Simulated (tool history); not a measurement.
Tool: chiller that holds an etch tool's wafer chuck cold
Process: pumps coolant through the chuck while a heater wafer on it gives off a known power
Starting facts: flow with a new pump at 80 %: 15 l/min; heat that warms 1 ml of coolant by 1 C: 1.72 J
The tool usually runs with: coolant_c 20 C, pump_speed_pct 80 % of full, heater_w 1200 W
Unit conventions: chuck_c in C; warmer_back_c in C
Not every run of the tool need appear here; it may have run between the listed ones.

Run 1, hour 0.0: usual settings. Result: chuck_c 31.7 C, warmer_back_c 2.84 C.
Run 2, hour 30.3: usual settings. Result: chuck_c 31.8 C, warmer_back_c 2.88 C.
Run 3, hour 60.6: usual settings. Result: chuck_c 31.8 C, warmer_back_c 2.85 C.
Run 4, hour 85.7: usual settings. Result: chuck_c 31.7 C, warmer_back_c 2.88 C.
Run 5, hour 106.9: usual settings. Result: chuck_c 31.7 C, warmer_back_c 2.91 C.
Run 6, hour 145.6: usual settings but coolant_c 16 C. Result: chuck_c 28.1 C, warmer_back_c 2.85 C.
Run 7, hour 172.1: usual settings but coolant_c 16 C, heater_w 1386 W. Result: chuck_c 29.7 C, warmer_back_c 3.37 C.
Run 8, hour 200.6: usual settings but heater_w 827 W. Result: chuck_c 28.2 C, warmer_back_c 2.01 C.
Run 9, hour 239.8: usual settings but heater_w 827 W. Result: chuck_c 28.2 C, warmer_back_c 1.99 C.
Run 10, hour 258.3: usual settings but coolant_c 12 C. Result: chuck_c 24.0 C, warmer_back_c 2.84 C.
Run 11, hour 277.5: usual settings. Result: chuck_c 32.1 C, warmer_back_c 2.94 C.
Run 12, hour 308.9: usual settings. Result: chuck_c 32.2 C, warmer_back_c 2.90 C.
Run 13, hour 347.0: usual settings. Result: chuck_c 32.1 C, warmer_back_c 2.92 C.
Run 14, hour 370.5: usual settings but pump_speed_pct 72 % of full. Result: chuck_c 32.9 C, warmer_back_c 3.27 C.
Run 15, hour 390.1: usual settings but pump_speed_pct 72 % of full. Result: chuck_c 33.1 C, warmer_back_c 3.24 C.
Run 16, hour 416.7: usual settings but heater_w 1349 W. Result: chuck_c 33.6 C, warmer_back_c 3.28 C.
Run 17, hour 434.0: usual settings but heater_w 1238 W. Result: chuck_c 32.7 C, warmer_back_c 2.96 C.
Run 18, hour 456.5: usual settings but heater_w 1238 W. Result: chuck_c 32.5 C, warmer_back_c 3.07 C.
Run 19, hour 492.7: usual settings but heater_w 1238 W. Result: chuck_c 32.7 C, warmer_back_c 3.03 C.
Run 20, hour 510.7: usual settings but coolant_c 13 C, pump_speed_pct 62 % of full, heater_w 1166 W. Result: chuck_c 26.8 C, warmer_back_c 3.75 C.
Run 21, hour 545.5: usual settings but coolant_c 11 C. Result: chuck_c 23.3 C, warmer_back_c 2.84 C.
Run 22, hour 585.3: usual settings but coolant_c 26 C, pump_speed_pct 85 % of full. Result: chuck_c 37.7 C, warmer_back_c 2.73 C.
Run 23, hour 625.4: usual settings but coolant_c 13 C, pump_speed_pct 67 % of full, heater_w 1157 W. Result: chuck_c 26.4 C, warmer_back_c 3.36 C.
Run 24, hour 648.7: usual settings but coolant_c 13 C, pump_speed_pct 67 % of full, heater_w 1157 W. Result: chuck_c 26.2 C, warmer_back_c 3.44 C.
Run 25, hour 668.5: usual settings but coolant_c 13 C, pump_speed_pct 67 % of full, heater_w 1157 W. Result: chuck_c 26.2 C, warmer_back_c 3.42 C.
Run 26, hour 703.5: usual settings but pump_speed_pct 66 % of full, heater_w 813 W. Result: chuck_c 29.3 C, warmer_back_c 2.49 C.
Run 27, hour 735.1: usual settings but pump_speed_pct 66 % of full, heater_w 813 W. Result: chuck_c 29.4 C, warmer_back_c 2.45 C.
Run 28, hour 763.0: usual settings but coolant_c 29 C, pump_speed_pct 99 % of full, heater_w 1313 W. Result: chuck_c 41.1 C, warmer_back_c 2.61 C.
Run 29, hour 795.0: usual settings but coolant_c 11 C, pump_speed_pct 77 % of full, heater_w 869 W. Result: chuck_c 20.2 C, warmer_back_c 2.22 C.
Run 30, hour 825.1: usual settings but pump_speed_pct 86 % of full, heater_w 1471 W. Result: chuck_c 34.9 C, warmer_back_c 3.30 C.
Run 31, hour 852.5: usual settings but coolant_c 19 C, heater_w 757 W. Result: chuck_c 26.9 C, warmer_back_c 1.84 C.

Below are 4 alternative next runs, each starting from the tool's condition after run 31. Predict each:
Run A, hour 890.4: usual settings but pump_speed_pct 72 % of full, heater_w 1049 W. Result: chuck_c ?, warmer_back_c ?.
Run B, hour 890.4: usual settings but coolant_c 15 C, pump_speed_pct 67 % of full, heater_w 757 W. Result: chuck_c ?, warmer_back_c ?.
Run C, hour 890.4: usual settings but coolant_c 29 C. Result: chuck_c ?, warmer_back_c ?.
Run D, hour 890.4: usual settings but coolant_c 15 C, pump_speed_pct 76 % of full, heater_w 832 W. Result: chuck_c ?, warmer_back_c ?.

run  chuck_c  warmer_back_c
  A     31.6           2.87
  B     23.9           2.22
  C     41.5           2.95
  D     23.8           2.14
Had the tool no hidden state, the same runs would have come out as:
run  chuck_c  warmer_back_c
  A     29.4           2.71
  B     22.3           2.09
  C     39.1           2.79
  D     22.1           2.02
